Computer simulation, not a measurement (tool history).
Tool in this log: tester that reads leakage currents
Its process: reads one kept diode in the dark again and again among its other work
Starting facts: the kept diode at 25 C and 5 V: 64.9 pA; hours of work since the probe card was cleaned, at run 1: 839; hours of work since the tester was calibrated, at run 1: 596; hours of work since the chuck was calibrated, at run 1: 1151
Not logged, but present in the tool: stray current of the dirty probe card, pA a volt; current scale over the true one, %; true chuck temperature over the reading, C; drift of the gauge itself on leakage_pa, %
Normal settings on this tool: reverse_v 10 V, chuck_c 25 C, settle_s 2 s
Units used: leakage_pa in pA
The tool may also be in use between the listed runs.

run,hour,reverse_v,chuck_c,settle_s,hours of work since the probe card was cleaned,hours of work since the tester was calibrated,hours of work since the chuck was calibrated,leakage_pa
1,0,10,25,2,839,596,1151,93.89
2,59.8,10,42,2,884,641,1196,320.53
3,121.1,2.4,25,2,929,686,1241,41.34
4,182.2,2.4,25,2,975,732,1287,41.4
5,235,2.4,25,2,1014,771,1326,41.2
6,284.4,10,25,2,1051,808,1363,95.06
7,345.2,10,25,2,1096,853,1408,95
8,392.1,10,25,2,1131,888,1443,95.42
9,446.9,10,25,2,1172,929,1484,95.61
# hour 504: probe card cleaned and baked
10,504,10,25,2,0,969,1524,106.18
11,549.7,3.2,25,2,34,1004,1558,51.64
12,597,10,55,2,69,1039,1593,777.3
13,654.3,10,37,2,112,1081,1636,230.49
14,716.7,10,37,2,158,1128,1683,230.32
# hour 735.3: chuck's temperature calibrated
15,778.7,10,25,1.68,203,1173,32,123.44
# hour 793.7: probe card cleaned and baked, once more
16,842.8,10,25,1.68,37,1218,78,93.47
17,882.3,10.3,21,2,66,1248,107,68.06
18,908.5,10.3,21,2,86,1267,127,67.77
19,936.4,19.7,38,1.47,106,1288,148,364.9
20,991.1,10,25,1.11,147,1329,188,93.61
21,1018.9,10,25,1.11,168,1349,209,93.51
22,1072.3,2.8,25,0.36,208,1389,249,47.39
23,1103.5,1.3,42,1.04,231,1412,272,114.01
24,1147.1,1.3,42,1.04,263,1445,305,112.75
25,1187.5,1.3,42,1.04,293,1475,335,114
26,1217.7,1.8,25,8.78,316,1497,357,36.41
27,1247.5,1.8,25,8.78,338,1520,379,36.58
28,1278.1,1.8,25,8.78,361,1542,402,36.51
29,1307.3,1.7,22,0.95,383,1564,424,27.96

A few steps of leakage_pa between consecutive runs. Split each: what settings, incoming material and random variation would produce without the hidden state, and what is left over for the hidden state, along with gauge scatter present in only one of the two compared results (measured, and without hidden state):
Run 11 -> 12: reverse_v 3.2 -> 10, chuck_c 25 -> 55. leakage_pa +725.66 pA: hidden state -98.81, all else +824.47.
Run 12 -> 13: chuck_c 55 -> 37. leakage_pa -546.81 pA: hidden state +87.87, all else -634.68.
